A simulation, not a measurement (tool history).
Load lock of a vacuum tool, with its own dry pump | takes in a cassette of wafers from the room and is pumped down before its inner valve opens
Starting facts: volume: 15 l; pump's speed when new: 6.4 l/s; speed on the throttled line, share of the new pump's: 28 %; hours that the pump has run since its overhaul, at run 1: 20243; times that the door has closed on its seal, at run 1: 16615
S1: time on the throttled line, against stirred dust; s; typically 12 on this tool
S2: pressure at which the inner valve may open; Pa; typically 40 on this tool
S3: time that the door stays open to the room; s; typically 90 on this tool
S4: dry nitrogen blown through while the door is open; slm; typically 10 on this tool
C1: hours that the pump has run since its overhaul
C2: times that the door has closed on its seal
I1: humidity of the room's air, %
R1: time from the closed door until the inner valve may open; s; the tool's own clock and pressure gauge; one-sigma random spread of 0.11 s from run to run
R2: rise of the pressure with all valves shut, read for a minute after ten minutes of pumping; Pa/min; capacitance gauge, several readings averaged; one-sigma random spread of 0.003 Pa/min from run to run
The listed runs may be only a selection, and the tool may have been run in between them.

Run 1, hour 0.0: usual settings; C1 20243; C2 16615; I1 46.3. Result: R1 29.5 s, R2 0.103 Pa/min.
Run 2, hour 326.4: usual settings; C1 20569; C2 17030; I1 41.1. Result: R1 29.4 s, R2 0.106 Pa/min.
Run 3, hour 684.3: usual settings; C1 20927; C2 17486; I1 43.6. Result: R1 29.5 s, R2 0.108 Pa/min.
Run 4, hour 1084.6: usual settings but S3 42 s; C1 21327; C2 17995; I1 44.0. Result: R1 29.8 s, R2 0.090 Pa/min.
Run 5, hour 1635.6: usual settings but S3 42 s; C1 21878; C2 18696; I1 47.8. Result: R1 29.6 s, R2 0.107 Pa/min.
Run 6, hour 1978.4: usual settings but S3 42 s; C1 22221; C2 19132; I1 45.3. Result: R1 29.8 s, R2 0.108 Pa/min.
Run 7, hour 2594.1: usual settings but S3 42 s; C1 22837; C2 19915; I1 43.1. Result: R1 29.9 s, R2 0.112 Pa/min.
At hour 2986.1: dry pump taken out, an overhauled one fitted.
Run 8, hour 2986.1: usual settings but S3 42 s, S4 7 slm; C1 0; C2 20406; I1 49.1. Result: R1 27.1 s, R2 0.118 Pa/min.
Run 9, hour 3567.5: usual settings; C1 581; C2 21145; I1 45.0. Result: R1 27.3 s, R2 0.124 Pa/min.
Run 10, hour 3989.7: usual settings; C1 1004; C2 21683; I1 50.4. Result: R1 27.1 s, R2 0.138 Pa/min.
Run 11, hour 4652.8: usual settings; C1 1667; C2 22526; I1 46.6. Result: R1 27.3 s, R2 0.136 Pa/min.
Run 12, hour 5240.6: usual settings; C1 2254; C2 23274; I1 43.7. Result: R1 27.6 s, R2 0.144 Pa/min.
Run 13, hour 5798.5: usual settings but S3 237 s; C1 2812; C2 23983; I1 47.2. Result: R1 27.6 s, R2 0.172 Pa/min.
Run 14, hour 6088.7: usual settings; C1 3103; C2 24352; I1 44.4. Result: R1 27.3 s, R2 0.153 Pa/min.
Run 15, hour 6688.7: usual settings; C1 3703; C2 25116; I1 45.3. Result: R1 27.5 s, R2 0.145 Pa/min.
Run 16, hour 7072.1: usual settings; C1 4086; C2 25603; I1 42.7. Result: R1 27.4 s, R2 0.150 Pa/min.
Run 17, hour 7472.1: usual settings; C1 4486; C2 26112; I1 44.3. Result: R1 27.7 s, R2 0.149 Pa/min.
Run 18, hour 7947.0: usual settings; C1 4961; C2 26716; I1 45.0. Result: R1 27.6 s, R2 0.158 Pa/min.
Run 19, hour 8317.3: usual settings; C1 5331; C2 27187; I1 44.7. Result: R1 27.9 s, R2 0.157 Pa/min.
Run 20, hour 8772.8: usual settings; C1 5787; C2 27767; I1 41.8. Result: R1 27.6 s, R2 0.165 Pa/min.
Run 21, hour 9169.0: usual settings but S1 8 s, S2 57 Pa, S3 37 s; C1 6183; C2 28271; I1 48.9. Result: R1 24.2 s, R2 0.154 Pa/min.
Run 22, hour 9667.4: usual settings but S1 22 s, S2 63 Pa, S3 71 s, S4 22 slm; C1 6681; C2 28905; I1 43.7. Result: R1 33.6 s, R2 0.153 Pa/min.
Run 23, hour 10016.3: usual settings but S1 22 s, S2 63 Pa, S3 71 s, S4 35 slm; C1 7030; C2 29348; I1 45.1. Result: R1 33.8 s, R2 0.150 Pa/min.
Run 24, hour 10464.8: usual settings but S1 22 s, S2 63 Pa, S3 71 s, S4 35 slm; C1 7479; C2 29919; I1 45.2. Result: R1 33.8 s, R2 0.157 Pa/min.
Run 25, hour 10848.6: usual settings but S1 22 s, S2 55 Pa, S3 66 s, S4 5 slm; C1 7862; C2 30407; I1 46.1. Result: R1 34.2 s, R2 0.189 Pa/min.
Run 26, hour 11379.6: usual settings but S1 22 s, S2 55 Pa, S3 66 s, S4 5 slm; C1 8393; C2 31083; I1 46.2. Result: R1 34.2 s, R2 0.198 Pa/min.
Run 27, hour 11952.2: usual settings but S1 7 s, S2 55 Pa, S3 66 s, S4 22 slm; C1 8966; C2 31811; I1 49.2. Result: R1 23.8 s, R2 0.182 Pa/min.
Run 28, hour 12323.2: usual settings but S1 7 s, S2 55 Pa, S3 66 s, S4 22 slm; C1 9337; C2 32283; I1 45.3. Result: R1 23.8 s, R2 0.181 Pa/min.
Run 29, hour 12637.6: usual settings but S2 67 Pa, S3 111 s, S4 25 slm; C1 9651; C2 32683; I1 46.5. Result: R1 26.7 s, R2 0.185 Pa/min.
Run 30, hour 12908.4: usual settings but S2 31 Pa, S3 187 s, S4 6 slm; C1 9922; C2 33027; I1 43.3. Result: R1 28.7 s, R2 0.227 Pa/min.
Run 31, hour 13275.5: usual settings but S1 7 s, S3 148 s; C1 10289; C2 33494; I1 45.3. Result: R1 24.8 s, R2 0.222 Pa/min.
Run 32, hour 13811.5: usual settings but S1 7 s, S2 62 Pa, S3 137 s, S4 15 slm; C1 10825; C2 34176; I1 45.3. Result: R1 23.5 s, R2 0.209 Pa/min.
Run 33, hour 14443.5: usual settings but S1 7 s, S2 62 Pa, S3 137 s, S4 15 slm; C1 11457; C2 34980; I1 46.6. Result: R1 23.5 s, R2 0.212 Pa/min.
Run 34, hour 14914.8: usual settings but S1 7 s, S2 62 Pa, S3 137 s, S4 15 slm; C1 11929; C2 35580; I1 48.9. Result: R1 23.7 s, R2 0.222 Pa/min.
Run 35, hour 15578.1: usual settings but S1 7 s, S2 62 Pa, S3 137 s, S4 15 slm; C1 12592; C2 36423; I1 44.4. Result: R1 23.6 s, R2 0.227 Pa/min.
Run 36, hour 16084.4: usual settings but S2 36 Pa, S3 89 s; C1 13098; C2 37067; I1 42.3. Result: R1 28.7 s, R2 0.227 Pa/min.
Run 37, hour 16554.3: usual settings but S3 166 s, S4 5 slm; C1 13568; C2 37665; I1 42.7. Result: R1 28.4 s, R2 0.255 Pa/min.
Run 38, hour 17004.2: usual settings but S1 8 s, S2 74 Pa, S3 81 s, S4 5 slm; C1 14018; C2 38237; I1 46.0. Result: R1 24.1 s, R2 0.250 Pa/min.

Each row is a separate what-if for the run after 38, all from the same tool condition, not one after another. Results?
Run A, hour 17369.0: usual settings but S2 46 Pa; C1 14383; C2 38701; I1 45.5. Result: R1 ?, R2 ?.
Run B, hour 17369.0: usual settings but S1 15 s, S2 63 Pa; C1 14383; C2 38701; I1 43.6. Result: R1 ?, R2 ?.
Run C, hour 17369.0: usual settings but S1 22 s, S2 32 Pa, S4 12 slm; C1 14383; C2 38701; I1 43.1. Result: R1 ?, R2 ?.

run    R1     R2
  A  27.8  0.240
  B  29.3  0.245
  C  35.9  0.246
With no hidden state in the tool, these same runs would have given:
run    R1     R2
  A  26.2  0.048
  B  27.9  0.052
  C  34.6  0.050
